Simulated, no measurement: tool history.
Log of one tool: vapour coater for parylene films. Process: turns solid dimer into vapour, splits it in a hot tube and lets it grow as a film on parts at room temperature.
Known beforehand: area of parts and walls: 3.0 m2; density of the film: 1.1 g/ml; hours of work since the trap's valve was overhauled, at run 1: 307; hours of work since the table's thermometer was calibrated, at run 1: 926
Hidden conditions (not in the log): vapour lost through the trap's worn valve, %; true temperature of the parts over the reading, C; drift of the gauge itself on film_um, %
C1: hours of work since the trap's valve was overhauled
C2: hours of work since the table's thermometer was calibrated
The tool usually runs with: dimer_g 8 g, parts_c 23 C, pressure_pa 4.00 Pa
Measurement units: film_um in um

{"run": 1, "day": 0.0, "dimer_g": 8, "parts_c": 23, "pressure_pa": 4.0, "C1": 307, "C2": 926, "film_um": 1.259}
{"run": 2, "day": 0.833, "dimer_g": 8, "parts_c": 23, "pressure_pa": 4.0, "C1": 325, "C2": 943, "film_um": 1.263}
{"run": 3, "day": 2.462, "dimer_g": 8, "parts_c": 23, "pressure_pa": 4.0, "C1": 359, "C2": 978, "film_um": 1.262}
{"run": 4, "day": 3.342, "dimer_g": 8, "parts_c": 23, "pressure_pa": 4.0, "C1": 377, "C2": 996, "film_um": 1.241}
{"run": 5, "day": 4.562, "dimer_g": 8, "parts_c": 23, "pressure_pa": 4.0, "C1": 403, "C2": 1022, "film_um": 1.256}
{"run": 6, "day": 6.017, "dimer_g": 8, "parts_c": 23, "pressure_pa": 8.95, "C1": 433, "C2": 1052, "film_um": 1.063}
{"run": 7, "day": 6.788, "dimer_g": 8, "parts_c": 23, "pressure_pa": 8.95, "C1": 450, "C2": 1069, "film_um": 1.055}

What will run 8 give?
{"run": 8, "day": 7.488, "dimer_g": 8, "parts_c": 23, "pressure_pa": 3.18, "C1": 464, "C2": 1083, "film_um": "?"}

For run 8 the tool returned film_um 1.312 um.
With no hidden state in the tool, this same run would have given film_um 1.315 um.
